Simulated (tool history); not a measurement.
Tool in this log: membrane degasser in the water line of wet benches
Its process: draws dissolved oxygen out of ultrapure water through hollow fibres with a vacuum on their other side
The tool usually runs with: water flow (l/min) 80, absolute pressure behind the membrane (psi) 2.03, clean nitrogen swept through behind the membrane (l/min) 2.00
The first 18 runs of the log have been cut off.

run	hour	water flow (l/min)	absolute pressure behind the membrane (psi)	clean nitrogen swept through behind the membrane (l/min)	dissolved oxygen in the water behind the degasser (ppb)	pressure that the water loses in the fibres (psi)
19	716.0	76	2.03	2.00	783.9	6.029
20	763.5	76	2.03	2.00	783.1	6.084
21	816.6	76	2.83	1.24	1560.2	6.076
22	860.6	76	2.83	1.24	1563.0	6.093
23	909.0	117	3.51	2.00	1889.0	9.343
24	958.8	80	1.83	3.85	430.8	6.354
25	994.2	80	1.83	3.85	430.4	6.419
26	1028.6	83	3.48	1.07	2201.7	6.664
27	1064.7	83	3.48	1.07	2193.1	6.615
28	1118.9	87	4.09	3.12	1307.1	6.910
29	1141.9	80	2.03	3.34	547.4	6.430
30	1192.0	80	3.65	2.27	1386.5	6.387
31	1224.2	80	1.97	2.00	791.4	6.432

3 options for the next run, each taken on its own from the tool as it stands now. Forecast them:
A	1254.0	80	1.62	0.96	?	?
B	1254.0	99	2.54	1.33	?	?
C	1254.0	80	2.76	2.45	?	?

run	dissolved oxygen in the water behind the degasser (ppb)	pressure that the water loses in the fibres (psi)
A	1025.4	6.443
B	1584.7	7.980
C	985.7	6.403
Without the tool's unlogged condition, the same runs would have read:
run	dissolved oxygen in the water behind the degasser (ppb)	pressure that the water loses in the fibres (psi)
A	1011.3	6.299
B	1572.3	7.803
C	975.2	6.260

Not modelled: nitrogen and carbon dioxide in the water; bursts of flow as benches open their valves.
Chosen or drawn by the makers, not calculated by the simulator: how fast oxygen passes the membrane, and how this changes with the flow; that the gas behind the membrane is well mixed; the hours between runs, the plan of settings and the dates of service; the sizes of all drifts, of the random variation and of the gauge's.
